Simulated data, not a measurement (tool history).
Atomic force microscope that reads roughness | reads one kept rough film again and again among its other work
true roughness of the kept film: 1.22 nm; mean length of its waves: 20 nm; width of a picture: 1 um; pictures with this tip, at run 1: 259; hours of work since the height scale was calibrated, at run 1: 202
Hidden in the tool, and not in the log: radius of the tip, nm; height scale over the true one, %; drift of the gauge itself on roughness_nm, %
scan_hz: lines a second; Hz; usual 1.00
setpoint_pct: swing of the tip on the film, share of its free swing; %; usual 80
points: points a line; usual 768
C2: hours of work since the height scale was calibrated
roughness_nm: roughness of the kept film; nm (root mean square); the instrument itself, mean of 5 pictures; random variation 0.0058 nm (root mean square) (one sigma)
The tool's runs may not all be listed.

run 1 hour=0.0 | scan_hz=1.00 setpoint_pct=80 points=768 | pictures_with_this_tip=259 C2=202 | roughness_nm=1.058
run 2 hour=8.8 | scan_hz=1.00 setpoint_pct=80 points=768 | pictures_with_this_tip=268 C2=207 | roughness_nm=1.046
run 3 hour=18.2 | scan_hz=1.00 setpoint_pct=80 points=768 | pictures_with_this_tip=278 C2=213 | roughness_nm=1.054
run 4 hour=27.3 | scan_hz=1.00 setpoint_pct=80 points=768 | pictures_with_this_tip=288 C2=218 | roughness_nm=1.045
run 5 hour=36.0 | scan_hz=1.00 setpoint_pct=80 points=768 | pictures_with_this_tip=297 C2=224 | roughness_nm=1.039
run 6 hour=43.3 | scan_hz=1.00 setpoint_pct=80 points=768 | pictures_with_this_tip=305 C2=228 | roughness_nm=1.049
run 7 hour=50.3 | scan_hz=1.00 setpoint_pct=80 points=768 | pictures_with_this_tip=312 C2=233 | roughness_nm=1.034
run 8 hour=60.2 | scan_hz=1.00 setpoint_pct=80 points=768 | pictures_with_this_tip=323 C2=239 | roughness_nm=1.036
run 9 hour=65.7 | scan_hz=1.05 setpoint_pct=80 points=768 | pictures_with_this_tip=329 C2=242 | roughness_nm=1.051
run 10 hour=72.9 | scan_hz=1.05 setpoint_pct=80 points=768 | pictures_with_this_tip=336 C2=246 | roughness_nm=1.046
run 11 hour=78.6 | scan_hz=1.98 setpoint_pct=80 points=768 | pictures_with_this_tip=342 C2=250 | roughness_nm=1.011
run 12 hour=87.8 | scan_hz=1.00 setpoint_pct=80 points=768 | pictures_with_this_tip=352 C2=256 | roughness_nm=1.041
run 13 hour=97.1 | scan_hz=1.00 setpoint_pct=63 points=768 | pictures_with_this_tip=362 C2=261 | roughness_nm=1.067
run 14 hour=106.7 | scan_hz=1.00 setpoint_pct=63 points=768 | pictures_with_this_tip=372 C2=267 | roughness_nm=1.075
-- hour=112.0 new tip fitted
run 15 hour=114.8 | scan_hz=1.00 setpoint_pct=63 points=768 | pictures_with_this_tip=3 C2=272 | roughness_nm=1.060
run 16 hour=122.6 | scan_hz=1.00 setpoint_pct=63 points=768 | pictures_with_this_tip=11 C2=277 | roughness_nm=1.072
run 17 hour=129.4 | scan_hz=1.00 setpoint_pct=87 points=768 | pictures_with_this_tip=19 C2=281 | roughness_nm=1.041
run 18 hour=137.2 | scan_hz=1.00 setpoint_pct=87 points=768 | pictures_with_this_tip=27 C2=286 | roughness_nm=1.037
run 19 hour=144.5 | scan_hz=1.00 setpoint_pct=87 points=768 | pictures_with_this_tip=35 C2=290 | roughness_nm=1.038
run 20 hour=153.9 | scan_hz=1.00 setpoint_pct=87 points=768 | pictures_with_this_tip=45 C2=296 | roughness_nm=1.028
run 21 hour=158.3 | scan_hz=1.00 setpoint_pct=87 points=768 | pictures_with_this_tip=49 C2=299 | roughness_nm=1.030
run 22 hour=162.3 | scan_hz=1.00 setpoint_pct=87 points=768 | pictures_with_this_tip=54 C2=301 | roughness_nm=1.036
run 23 hour=171.1 | scan_hz=0.57 setpoint_pct=55 points=266 | pictures_with_this_tip=63 C2=307 | roughness_nm=1.058
run 24 hour=177.4 | scan_hz=0.57 setpoint_pct=55 points=266 | pictures_with_this_tip=70 C2=311 | roughness_nm=1.046
run 25 hour=181.8 | scan_hz=0.57 setpoint_pct=55 points=266 | pictures_with_this_tip=74 C2=313 | roughness_nm=1.042
run 26 hour=189.7 | scan_hz=0.89 setpoint_pct=86 points=661 | pictures_with_this_tip=83 C2=318 | roughness_nm=1.041
run 27 hour=193.7 | scan_hz=3.50 setpoint_pct=67 points=661 | pictures_with_this_tip=87 C2=321 | roughness_nm=1.024
run 28 hour=200.7 | scan_hz=0.59 setpoint_pct=64 points=661 | pictures_with_this_tip=94 C2=325 | roughness_nm=1.058
run 29 hour=207.1 | scan_hz=0.89 setpoint_pct=74 points=265 | pictures_with_this_tip=101 C2=329 | roughness_nm=1.028
run 30 hour=211.7 | scan_hz=3.67 setpoint_pct=56 points=683 | pictures_with_this_tip=106 C2=332 | roughness_nm=1.044
run 31 hour=220.3 | scan_hz=3.67 setpoint_pct=56 points=683 | pictures_with_this_tip=115 C2=337 | roughness_nm=1.048
run 32 hour=228.6 | scan_hz=0.78 setpoint_pct=71 points=672 | pictures_with_this_tip=124 C2=342 | roughness_nm=1.067
run 33 hour=235.5 | scan_hz=0.99 setpoint_pct=80 points=398 | pictures_with_this_tip=131 C2=346 | roughness_nm=1.040
run 34 hour=240.3 | scan_hz=0.99 setpoint_pct=60 points=398 | pictures_with_this_tip=136 C2=349 | roughness_nm=1.058
run 35 hour=247.5 | scan_hz=0.99 setpoint_pct=60 points=398 | pictures_with_this_tip=144 C2=354 | roughness_nm=1.064
run 36 hour=253.8 | scan_hz=1.00 setpoint_pct=58 points=289 | pictures_with_this_tip=151 C2=358 | roughness_nm=1.056
run 37 hour=260.7 | scan_hz=1.15 setpoint_pct=77 points=407 | pictures_with_this_tip=158 C2=362 | roughness_nm=1.041
run 38 hour=267.0 | scan_hz=2.19 setpoint_pct=76 points=704 | pictures_with_this_tip=165 C2=366 | roughness_nm=1.019
run 39 hour=276.2 | scan_hz=0.89 setpoint_pct=88 points=711 | pictures_with_this_tip=174 C2=372 | roughness_nm=1.042
run 40 hour=285.2 | scan_hz=1.51 setpoint_pct=80 points=687 | pictures_with_this_tip=184 C2=377 | roughness_nm=1.037
run 41 hour=293.0 | scan_hz=1.70 setpoint_pct=80 points=301 | pictures_with_this_tip=192 C2=382 | roughness_nm=0.999
run 42 hour=300.9 | scan_hz=1.70 setpoint_pct=72 points=370 | pictures_with_this_tip=201 C2=387 | roughness_nm=1.029
run 43 hour=305.9 | scan_hz=0.94 setpoint_pct=80 points=725 | pictures_with_this_tip=206 C2=390 | roughness_nm=1.055
run 44 hour=315.8 | scan_hz=0.94 setpoint_pct=76 points=1012 | pictures_with_this_tip=216 C2=396 | roughness_nm=1.051

Forecast each of these 5 alternatives for the next run:
run A hour=324.2 | scan_hz=0.72 setpoint_pct=57 points=273 | pictures_with_this_tip=225 C2=401 | roughness_nm=?
run B hour=324.2 | scan_hz=0.99 setpoint_pct=80 points=768 | pictures_with_this_tip=225 C2=401 | roughness_nm=?
run C hour=324.2 | scan_hz=1.02 setpoint_pct=67 points=278 | pictures_with_this_tip=225 C2=401 | roughness_nm=?
run D hour=324.2 | scan_hz=0.88 setpoint_pct=76 points=1012 | pictures_with_this_tip=225 C2=401 | roughness_nm=?
run E hour=324.2 | scan_hz=1.56 setpoint_pct=66 points=732 | pictures_with_this_tip=225 C2=401 | roughness_nm=?

run=A roughness_nm=1.037
run=B roughness_nm=1.046
run=C roughness_nm=1.035
run=D roughness_nm=1.061
run=E roughness_nm=1.048
Without the tool's hidden state the same runs would have given:
run=A roughness_nm=1.038
run=B roughness_nm=1.047
run=C roughness_nm=1.036
run=D roughness_nm=1.063
run=E roughness_nm=1.050

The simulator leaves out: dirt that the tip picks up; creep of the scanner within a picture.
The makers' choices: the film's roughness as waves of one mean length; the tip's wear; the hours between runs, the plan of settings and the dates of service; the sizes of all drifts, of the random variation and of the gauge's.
